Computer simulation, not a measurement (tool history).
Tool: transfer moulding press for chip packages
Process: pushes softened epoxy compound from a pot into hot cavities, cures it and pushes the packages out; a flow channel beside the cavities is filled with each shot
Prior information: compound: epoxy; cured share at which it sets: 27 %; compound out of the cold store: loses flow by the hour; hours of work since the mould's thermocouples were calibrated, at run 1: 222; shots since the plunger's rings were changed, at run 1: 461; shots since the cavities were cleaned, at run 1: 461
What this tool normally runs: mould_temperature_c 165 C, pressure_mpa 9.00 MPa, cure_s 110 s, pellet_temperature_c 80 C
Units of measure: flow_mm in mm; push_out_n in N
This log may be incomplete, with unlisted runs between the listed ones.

run	hour	mould_temperature_c	pressure_mpa	cure_s	pellet_temperature_c	hours of work since the mould's thermocouples were calibrated	shots since the plunger's rings were changed	shots since the cavities were cleaned	incoming compound's hours out of the cold store	flow_mm	push_out_n
1	0.0	165	9.00	110	80	222	461	461	27.2	855	587
# hour 33.2: cavities cleaned with cleaning compound and waxed
2	33.3	160	9.00	110	80	243	795	1	19.3	911	1002
3	77.9	165	9.00	142	80	273	1263	469	25.8	856	625
# hour 112.6: cavities cleaned with cleaning compound and waxed
4	124.9	165	9.00	142	80	303	1741	129	10.9	930	346
5	163.6	165	10.91	110	80	329	2147	535	47.2	826	575
# hour 191.8: cavities cleaned with cleaning compound and waxed
6	213.1	165	10.91	110	80	361	2650	224	29.5	915	486
7	236.9	161	9.00	110	80	377	2900	474	10.8	934	757
# hour 255.2: cavities cleaned with cleaning compound and waxed, once more
8	283.1	161	9.00	110	80	407	3369	293	35.2	806	626
9	317.4	161	9.00	110	80	430	3729	653	28.3	837	789
# hour 332.3: cavities cleaned with cleaning compound and waxed
10	350.7	165	8.66	110	80	451	4062	192	18.9	855	491
11	378.5	165	8.86	110	80	469	4354	484	36.6	783	559
# hour 411.1: cavities cleaned with cleaning compound and waxed
12	428.8	165	8.86	110	80	502	4867	187	27.5	816	457
13	467.8	165	8.86	110	80	528	5276	596	47.6	724	583
# hour 490.0: cavities cleaned with cleaning compound and waxed
14	505.0	165	9.00	110	80	551	5650	158	42.0	749	456
# hour 539.5: plunger's sealing rings changed
# hour 553.1: mould's thermocouples calibrated
15	557.8	165	8.06	110	80	3	171	665	10.4	903	695
# hour 572.1: cavities cleaned with cleaning compound and waxed
16	607.5	165	8.99	124	80	35	676	371	42.6	780	489
17	629.1	165	8.73	110	80	50	904	599	38.1	790	632
# hour 649.7: cavities cleaned with cleaning compound and waxed
18	670.8	165	7.94	110	77	76	1324	220	21.9	824	491
19	718.9	170	10.87	122	76	108	1829	725	17.4	972	526
# hour 729.5: cavities cleaned with cleaning compound and waxed
20	759.4	162	9.00	110	75	134	2239	314	22.1	877	683
21	787.9	162	9.00	110	75	153	2538	613	31.7	821	750
# hour 807.7: cavities cleaned with cleaning compound and waxed
22	831.2	162	9.00	110	75	181	2976	246	35.9	806	591
23	855.0	159	8.98	110	80	197	3226	496	37.4	801	859
# hour 884.7: cavities cleaned with cleaning compound and waxed
24	894.1	165	7.47	110	77	222	3620	98	26.6	759	453
25	938.9	165	7.47	110	77	252	4091	569	16.0	810	618
# hour 962.5: cavities cleaned with cleaning compound and waxed
26	986.4	165	9.00	138	82	283	4574	251	8.9	924	408
27	1025.4	159	7.10	114	89	309	4983	660	36.2	704	819

What if the next run were any one of these 3? Each begins from the tool's condition after run 27:
# hour 1038.8: cavities cleaned with cleaning compound and waxed
A	1068.8	164	7.10	114	89	336	5423	316	9.4	?	?
# hour 1038.8: cavities cleaned with cleaning compound and waxed
B	1068.8	159	10.44	114	72	336	5423	316	12.2	?	?
# hour 1038.8: cavities cleaned with cleaning compound and waxed
C	1068.8	169	7.10	117	89	336	5423	316	44.5	?	?

run	flow_mm	push_out_n
A	812	500
B	987	741
C	649	438
With no hidden state in the tool, these same runs would have given:
run	flow_mm	push_out_n
A	855	367
B	1040	560
C	683	311
